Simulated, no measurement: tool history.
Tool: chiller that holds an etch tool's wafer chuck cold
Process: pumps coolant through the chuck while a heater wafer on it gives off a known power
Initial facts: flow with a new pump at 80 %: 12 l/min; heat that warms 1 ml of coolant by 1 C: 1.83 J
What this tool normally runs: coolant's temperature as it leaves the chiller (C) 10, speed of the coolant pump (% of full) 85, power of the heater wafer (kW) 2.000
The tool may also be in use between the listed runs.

| run | hour | coolant's temperature as it leaves the chiller (C) | speed of the coolant pump (% of full) | power of the heater wafer (kW) | chuck's temperature once it has settled (C) | how much warmer the coolant comes back (C) |
|---|---|---|---|---|---|---|
| 1 | 0.0 | 10 | 85 | 2.000 | 22.2 | 5.15 |
| 2 | 52.5 | 10 | 85 | 2.000 | 22.2 | 5.16 |
| 3 | 110.6 | 6 | 85 | 2.000 | 18.1 | 5.08 |
| 4 | 215.5 | 6 | 85 | 2.000 | 17.9 | 5.15 |
| 5 | 299.2 | 6 | 85 | 2.000 | 18.2 | 5.19 |
| 6 | 420.9 | 10 | 76 | 2.000 | 23.1 | 5.84 |
| 7 | 474.7 | 10 | 76 | 2.000 | 23.2 | 5.79 |
| 8 | 599.9 | 10 | 85 | 2.000 | 22.1 | 5.11 |
| 9 | 687.2 | 10 | 85 | 2.000 | 22.1 | 5.17 |
| 10 | 744.4 | 10 | 87 | 2.000 | 22.2 | 5.00 |
| 11 | 835.5 | 10 | 87 | 2.000 | 21.9 | 5.04 |
| 12 | 948.5 | 10 | 87 | 2.000 | 21.9 | 4.97 |
| 13 | 1050.5 | 10 | 87 | 2.000 | 21.7 | 4.99 |
| 14 | 1110.6 | 10 | 63 | 2.000 | 25.1 | 7.10 |
| 15 | 1166.8 | 10 | 85 | 2.000 | 22.2 | 5.10 |
| 16 | 1235.2 | 10 | 85 | 2.000 | 22.1 | 5.18 |
|  | 1252.7 | coolant changed, channels flushed |
| 17 | 1365.6 | 10 | 85 | 2.000 | 22.2 | 5.13 |
| 18 | 1448.6 | 8 | 97 | 2.326 | 20.7 | 5.22 |
| 19 | 1544.7 | 15 | 97 | 2.326 | 27.7 | 5.17 |
|  | 1597.1 | chiller's thermometer calibrated |
| 20 | 1614.7 | 1 | 80 | 2.748 | 18.6 | 7.50 |
| 21 | 1726.8 | 3 | 61 | 1.428 | 13.9 | 5.17 |
| 22 | 1797.8 | 3 | 61 | 1.428 | 14.0 | 5.28 |
| 23 | 1917.9 | 13 | 87 | 2.000 | 25.1 | 5.00 |
| 24 | 1991.1 | 13 | 87 | 2.000 | 25.1 | 5.03 |
| 25 | 2095.7 | 13 | 78 | 2.000 | 25.9 | 5.67 |
| 26 | 2221.9 | 6 | 75 | 2.000 | 19.3 | 5.88 |
| 27 | 2334.6 | 19 | 75 | 2.000 | 32.2 | 5.89 |
| 28 | 2418.6 | 19 | 75 | 2.000 | 32.4 | 5.93 |
| 29 | 2485.7 | 19 | 75 | 2.000 | 32.1 | 5.85 |
| 30 | 2568.6 | 19 | 75 | 2.000 | 32.3 | 5.90 |
| 31 | 2633.6 | 19 | 75 | 2.000 | 32.4 | 5.88 |
| 32 | 2686.6 | 19 | 75 | 2.000 | 32.3 | 5.93 |
| 33 | 2752.5 | 19 | 64 | 2.000 | 33.9 | 7.00 |

Predict each of these 3 candidate next runs independently; none follows another, all start after run 33:
| A | 2813.3 | 13 | 85 | 2.000 | ? | ? |
| B | 2813.3 | 4 | 68 | 2.541 | ? | ? |
| C | 2813.3 | 3 | 82 | 2.004 | ? | ? |

| run | chuck's temperature once it has settled (C) | how much warmer the coolant comes back (C) |
|---|---|---|
| A | 25.2 | 5.10 |
| B | 22.2 | 8.29 |
| C | 15.3 | 5.38 |
What these runs would have given with no unlogged condition in the tool:
| run | chuck's temperature once it has settled (C) | how much warmer the coolant comes back (C) |
|---|---|---|
| A | 25.2 | 5.09 |
| B | 22.2 | 8.28 |
| C | 15.3 | 5.37 |
